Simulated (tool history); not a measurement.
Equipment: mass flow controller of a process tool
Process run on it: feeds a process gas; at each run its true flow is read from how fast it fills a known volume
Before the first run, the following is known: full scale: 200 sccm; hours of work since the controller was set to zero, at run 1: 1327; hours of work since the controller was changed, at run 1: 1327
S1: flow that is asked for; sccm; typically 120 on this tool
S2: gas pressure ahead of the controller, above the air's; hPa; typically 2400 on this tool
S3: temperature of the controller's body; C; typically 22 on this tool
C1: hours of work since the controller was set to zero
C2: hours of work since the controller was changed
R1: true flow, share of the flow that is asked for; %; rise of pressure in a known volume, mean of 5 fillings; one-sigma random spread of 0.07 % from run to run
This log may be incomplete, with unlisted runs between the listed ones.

run      day   S1    S2  S3    C1    C2      R1
  1        0  120  2400  22  1327  1327   99.71
  2    8.288  120  2400  22  1436  1436    99.7
  3   15.979  120  2400  22  1537  1537   99.81
  4   27.612  120  1740  22  1690  1690   99.78
  5   33.925  120  1740  22  1773  1773   99.72
  6   42.379  120  2340  22  1884  1884  100.19
  7   51.412  120  2340  22  2003  2003  100.04
  8   60.725  120  1630  24  2125  2125  100.24
  9   69.296  120  1660  22  2238  2238  100.07
 10   75.629  120  1660  22  2321  2321  100.31
      76.696  -- controller's zero set anew
 11   85.621  120  2550  22   117  2452  100.53
 12   91.633  120  2550  22   196  2531  100.56
      94.658  -- controller's zero set anew, once more
 13  101.688   71  2550  22    92  2663  100.38
 14  113.262  120  1540  27   244  2815  101.19

The same runs without the tool's hidden state, with the same run-to-run variation:
Hidden state at play: flow at rest that the sensor doesn't see, % of full scale; true flow over the shown one, %; drift of the gauge itself on true_pct, %.
run     R1
  1  98.75
  2  98.66
  3   98.7
  4  98.55
  5  98.43
  6   98.8
  7  98.56
  8  98.67
  9  98.41
 10  98.58
 11  98.77
 12  98.75
 13   98.1
 14  98.75
